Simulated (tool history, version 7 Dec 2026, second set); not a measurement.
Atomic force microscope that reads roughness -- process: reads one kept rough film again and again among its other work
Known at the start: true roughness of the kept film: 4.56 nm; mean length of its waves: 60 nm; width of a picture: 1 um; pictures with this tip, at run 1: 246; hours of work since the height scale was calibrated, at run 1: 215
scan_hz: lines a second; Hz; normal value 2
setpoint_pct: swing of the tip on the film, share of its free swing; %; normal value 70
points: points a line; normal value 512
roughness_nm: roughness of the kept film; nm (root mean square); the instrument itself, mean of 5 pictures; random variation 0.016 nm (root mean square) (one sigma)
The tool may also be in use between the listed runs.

run,hour,scan_hz,setpoint_pct,points,pictures with this tip,hours of work since the height scale was calibrated,roughness_nm
1,0,2,70,512,246,215,3.858
2,25.8,2,70,400,275,228,3.861
3,41.8,2,70,400,292,235,3.865
4,64.5,1.34,70,512,318,246,4.054
5,77.5,1.34,70,361,332,252,3.995
6,93.8,1.34,70,361,350,260,3.994
7,114.2,1.34,70,361,372,270,4.033
# hour 138.4: new tip fitted
8,140.1,0.62,70,512,1,282,4.195
9,157.1,0.62,70,512,20,290,4.194
10,171.6,0.62,70,512,36,297,4.2
11,187,0.62,70,512,53,305,4.203
12,203.8,0.62,70,512,72,313,4.182
13,226.6,3.95,56,512,97,324,3.98
14,239.6,3.95,56,512,111,330,3.945
15,267.6,3.95,56,512,142,343,3.973
16,280.7,3.95,56,628,157,349,3.956
17,299.2,0.59,70,923,177,358,4.184
18,324.7,0.59,70,923,205,370,4.191
19,348.6,0.71,70,512,232,382,4.135
20,375.2,0.62,80,512,261,395,4.093
21,388.5,0.7,60,287,276,401,4.244
22,404.3,0.61,60,478,293,409,4.243
23,433.2,0.61,60,478,325,422,4.232

4 options for the next run, each taken on its own from the tool as it stands now. Forecast them:
A,459.4,0.61,60,941,354,435,?
B,459.4,0.75,70,799,354,435,?
C,459.4,2,81,395,354,435,?
D,459.4,2,70,403,354,435,?

run,roughness_nm
A,4.252
B,4.137
C,3.556
D,3.864
Take away the tool's hidden state, keep each run's random variation, and the runs would have read:
run,roughness_nm
A,4.262
B,4.147
C,3.564
D,3.873
